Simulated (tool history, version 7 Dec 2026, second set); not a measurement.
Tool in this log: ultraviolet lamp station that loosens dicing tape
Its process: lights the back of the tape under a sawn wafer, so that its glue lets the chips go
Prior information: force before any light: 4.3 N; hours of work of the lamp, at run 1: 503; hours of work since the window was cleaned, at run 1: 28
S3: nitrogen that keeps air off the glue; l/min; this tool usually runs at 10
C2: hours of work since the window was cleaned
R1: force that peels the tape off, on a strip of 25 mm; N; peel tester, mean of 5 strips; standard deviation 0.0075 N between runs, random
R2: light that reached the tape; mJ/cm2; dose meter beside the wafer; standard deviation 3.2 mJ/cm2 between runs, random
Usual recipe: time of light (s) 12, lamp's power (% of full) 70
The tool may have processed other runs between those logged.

{"run": 1, "hour": 0.0, "time of light (s)": 12, "lamp's power (% of full)": 70, "S3": 10, "hours of work of the lamp": 503, "C2": 28, "R1": 0.334, "R2": 446}
{"run": 2, "hour": 63.2, "time of light (s)": 7, "lamp's power (% of full)": 70, "S3": 10, "hours of work of the lamp": 547, "C2": 73, "R1": 0.852, "R2": 251}
{"run": 3, "hour": 146.0, "time of light (s)": 7, "lamp's power (% of full)": 70, "S3": 10, "hours of work of the lamp": 606, "C2": 131, "R1": 0.857, "R2": 246}
{"run": 4, "hour": 189.4, "time of light (s)": 7, "lamp's power (% of full)": 70, "S3": 10, "hours of work of the lamp": 636, "C2": 161, "R1": 0.893, "R2": 245}
{"run": 5, "hour": 270.2, "time of light (s)": 12, "lamp's power (% of full)": 70, "S3": 10, "hours of work of the lamp": 693, "C2": 218, "R1": 0.386, "R2": 411}
{"run": 6, "hour": 316.5, "time of light (s)": 12, "lamp's power (% of full)": 83, "S3": 10, "hours of work of the lamp": 726, "C2": 251, "R1": 0.292, "R2": 479}
{"run": 7, "hour": 354.0, "time of light (s)": 12, "lamp's power (% of full)": 83, "S3": 10, "hours of work of the lamp": 752, "C2": 277, "R1": 0.314, "R2": 477}
{"run": 8, "hour": 395.8, "time of light (s)": 12, "lamp's power (% of full)": 83, "S3": 10, "hours of work of the lamp": 782, "C2": 307, "R1": 0.316, "R2": 471}
{"run": 9, "hour": 451.9, "time of light (s)": 12, "lamp's power (% of full)": 83, "S3": 10, "hours of work of the lamp": 821, "C2": 346, "R1": 0.31, "R2": 461}
{"run": 10, "hour": 486.4, "time of light (s)": 12, "lamp's power (% of full)": 83, "S3": 14, "hours of work of the lamp": 845, "C2": 371, "R1": 0.284, "R2": 463}
{"run": 11, "hour": 539.1, "time of light (s)": 12, "lamp's power (% of full)": 70, "S3": 14, "hours of work of the lamp": 883, "C2": 408, "R1": 0.36, "R2": 381}
{"hour": 592.4, "done": "lamp changed"}
{"run": 12, "hour": 610.0, "time of light (s)": 12, "lamp's power (% of full)": 70, "S3": 5, "hours of work of the lamp": 12, "C2": 457, "R1": 0.462, "R2": 472}
{"run": 13, "hour": 675.2, "time of light (s)": 12, "lamp's power (% of full)": 70, "S3": 10, "hours of work of the lamp": 58, "C2": 503, "R1": 0.315, "R2": 465}
{"run": 14, "hour": 747.0, "time of light (s)": 12, "lamp's power (% of full)": 70, "S3": 10, "hours of work of the lamp": 109, "C2": 553, "R1": 0.322, "R2": 463}
{"run": 15, "hour": 805.0, "time of light (s)": 12, "lamp's power (% of full)": 98, "S3": 10, "hours of work of the lamp": 150, "C2": 594, "R1": 0.193, "R2": 637}
{"run": 16, "hour": 872.6, "time of light (s)": 12, "lamp's power (% of full)": 77, "S3": 10, "hours of work of the lamp": 197, "C2": 642, "R1": 0.29, "R2": 483}
{"run": 17, "hour": 933.0, "time of light (s)": 6, "lamp's power (% of full)": 77, "S3": 10, "hours of work of the lamp": 240, "C2": 684, "R1": 0.924, "R2": 242}
{"hour": 953.6, "done": "window cleaned of glue's vapour"}
{"run": 18, "hour": 997.4, "time of light (s)": 12, "lamp's power (% of full)": 85, "S3": 10, "hours of work of the lamp": 285, "C2": 31, "R1": 0.277, "R2": 501}
{"run": 19, "hour": 1040.5, "time of light (s)": 12, "lamp's power (% of full)": 85, "S3": 10, "hours of work of the lamp": 315, "C2": 61, "R1": 0.294, "R2": 500}
{"hour": 1096.8, "done": "window cleaned of glue's vapour, once more"}
{"run": 20, "hour": 1102.5, "time of light (s)": 14, "lamp's power (% of full)": 60, "S3": 16, "hours of work of the lamp": 359, "C2": 4, "R1": 0.262, "R2": 457}
{"run": 21, "hour": 1177.5, "time of light (s)": 8, "lamp's power (% of full)": 94, "S3": 10, "hours of work of the lamp": 411, "C2": 57, "R1": 0.408, "R2": 404}
{"run": 22, "hour": 1217.4, "time of light (s)": 6, "lamp's power (% of full)": 68, "S3": 10, "hours of work of the lamp": 439, "C2": 85, "R1": 1.046, "R2": 217}
{"run": 23, "hour": 1297.0, "time of light (s)": 13, "lamp's power (% of full)": 62, "S3": 10, "hours of work of the lamp": 496, "C2": 141, "R1": 0.384, "R2": 418}
{"run": 24, "hour": 1334.9, "time of light (s)": 16, "lamp's power (% of full)": 67, "S3": 5, "hours of work of the lamp": 522, "C2": 168, "R1": 0.348, "R2": 547}
{"run": 25, "hour": 1405.2, "time of light (s)": 12, "lamp's power (% of full)": 93, "S3": 20, "hours of work of the lamp": 572, "C2": 217, "R1": 0.19, "R2": 565}
{"run": 26, "hour": 1451.0, "time of light (s)": 9, "lamp's power (% of full)": 62, "S3": 13, "hours of work of the lamp": 604, "C2": 249, "R1": 0.646, "R2": 275}
{"run": 27, "hour": 1509.5, "time of light (s)": 9, "lamp's power (% of full)": 62, "S3": 13, "hours of work of the lamp": 645, "C2": 291, "R1": 0.665, "R2": 279}
{"run": 28, "hour": 1572.8, "time of light (s)": 13, "lamp's power (% of full)": 82, "S3": 4, "hours of work of the lamp": 690, "C2": 335, "R1": 0.441, "R2": 513}
{"run": 29, "hour": 1637.3, "time of light (s)": 19, "lamp's power (% of full)": 62, "S3": 10, "hours of work of the lamp": 735, "C2": 381, "R1": 0.244, "R2": 555}
{"run": 30, "hour": 1699.5, "time of light (s)": 19, "lamp's power (% of full)": 69, "S3": 10, "hours of work of the lamp": 779, "C2": 424, "R1": 0.213, "R2": 607}
{"run": 31, "hour": 1740.4, "time of light (s)": 12, "lamp's power (% of full)": 76, "S3": 10, "hours of work of the lamp": 808, "C2": 453, "R1": 0.37, "R2": 418}
{"run": 32, "hour": 1776.1, "time of light (s)": 13, "lamp's power (% of full)": 76, "S3": 10, "hours of work of the lamp": 833, "C2": 478, "R1": 0.338, "R2": 452}
{"run": 33, "hour": 1855.0, "time of light (s)": 12, "lamp's power (% of full)": 86, "S3": 4, "hours of work of the lamp": 888, "C2": 534, "R1": 0.549, "R2": 456}
{"hour": 1895.6, "done": "lamp changed"}
{"run": 34, "hour": 1922.8, "time of light (s)": 8, "lamp's power (% of full)": 92, "S3": 4, "hours of work of the lamp": 19, "C2": 581, "R1": 0.672, "R2": 410}
{"run": 35, "hour": 1980.5, "time of light (s)": 12, "lamp's power (% of full)": 69, "S3": 9, "hours of work of the lamp": 60, "C2": 622, "R1": 0.348, "R2": 453}
{"run": 36, "hour": 2028.8, "time of light (s)": 21, "lamp's power (% of full)": 77, "S3": 9, "hours of work of the lamp": 94, "C2": 656, "R1": 0.187, "R2": 878}
{"run": 37, "hour": 2068.2, "time of light (s)": 10, "lamp's power (% of full)": 98, "S3": 10, "hours of work of the lamp": 122, "C2": 683, "R1": 0.253, "R2": 523}
{"hour": 2094.6, "done": "window cleaned of glue's vapour"}
{"run": 38, "hour": 2129.3, "time of light (s)": 14, "lamp's power (% of full)": 69, "S3": 5, "hours of work of the lamp": 164, "C2": 24, "R1": 0.35, "R2": 540}

Predict each of these 5 candidate next runs independently; none follows another, all start after run 38:
{"run": "A", "hour": 2198.2, "time of light (s)": 6, "lamp's power (% of full)": 69, "S3": 13, "hours of work of the lamp": 213, "C2": 73, "R1": "?", "R2": "?"}
{"run": "B", "hour": 2198.2, "time of light (s)": 10, "lamp's power (% of full)": 93, "S3": 4, "hours of work of the lamp": 213, "C2": 73, "R1": "?", "R2": "?"}
{"run": "C", "hour": 2198.2, "time of light (s)": 6, "lamp's power (% of full)": 100, "S3": 15, "hours of work of the lamp": 213, "C2": 73, "R1": "?", "R2": "?"}
{"run": "D", "hour": 2198.2, "time of light (s)": 13, "lamp's power (% of full)": 68, "S3": 6, "hours of work of the lamp": 213, "C2": 73, "R1": "?", "R2": "?"}
{"run": "E", "hour": 2198.2, "time of light (s)": 22, "lamp's power (% of full)": 73, "S3": 9, "hours of work of the lamp": 213, "C2": 73, "R1": "?", "R2": "?"}

run=A R1=0.855 R2=230
run=B R1=0.460 R2=519
run=C R1=0.460 R2=330
run=D R1=0.391 R2=487
run=E R1=0.173 R2=889
Without the tool's unlogged condition, the same runs would have read:
run=A R1=0.765 R2=248
run=B R1=0.405 R2=560
run=C R1=0.406 R2=356
run=D R1=0.345 R2=525
run=E R1=0.170 R2=958
